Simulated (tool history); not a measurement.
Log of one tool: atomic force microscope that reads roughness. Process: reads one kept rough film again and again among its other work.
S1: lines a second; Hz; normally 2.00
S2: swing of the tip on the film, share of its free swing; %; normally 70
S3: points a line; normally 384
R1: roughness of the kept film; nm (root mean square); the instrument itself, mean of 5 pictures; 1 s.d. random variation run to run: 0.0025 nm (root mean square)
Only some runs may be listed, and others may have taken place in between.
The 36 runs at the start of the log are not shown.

run,hour,S1,S2,S3,R1
37,1512.9,3.65,56,286,0.743
38,1554.1,2.00,55,384,0.763
# hour 1579.8: new tip fitted
39,1612.4,2.00,82,384,0.706
40,1665.9,1.07,76,259,0.738
41,1723.1,1.07,76,259,0.741
42,1763.9,1.56,70,681,0.746
# hour 1808.6: new tip fitted
43,1824.6,1.56,60,681,0.765
44,1852.5,1.56,66,446,0.753
45,1911.1,1.56,66,446,0.753
46,1958.4,1.56,66,446,0.752
47,2015.4,0.81,66,718,0.767
# hour 2036.5: new tip fitted
48,2043.8,0.81,57,971,0.775
49,2072.0,2.00,68,785,0.744
50,2128.8,0.85,60,529,0.768
51,2160.3,2.00,66,797,0.744
52,2187.8,1.91,70,384,0.737

Predict each of these 5 candidate next runs independently; none follows another, all start after run 52:
A,2225.9,2.00,70,355,?
B,2225.9,1.91,70,469,?
C,2225.9,0.92,70,384,?
D,2225.9,0.82,56,384,?
E,2225.9,1.82,79,384,?

run,R1
A,0.732
B,0.737
C,0.759
D,0.771
E,0.716
With the hidden condition removed and each run's random variation left untouched, the same runs would have given:
run,R1
A,0.734
B,0.739
C,0.761
D,0.773
E,0.717

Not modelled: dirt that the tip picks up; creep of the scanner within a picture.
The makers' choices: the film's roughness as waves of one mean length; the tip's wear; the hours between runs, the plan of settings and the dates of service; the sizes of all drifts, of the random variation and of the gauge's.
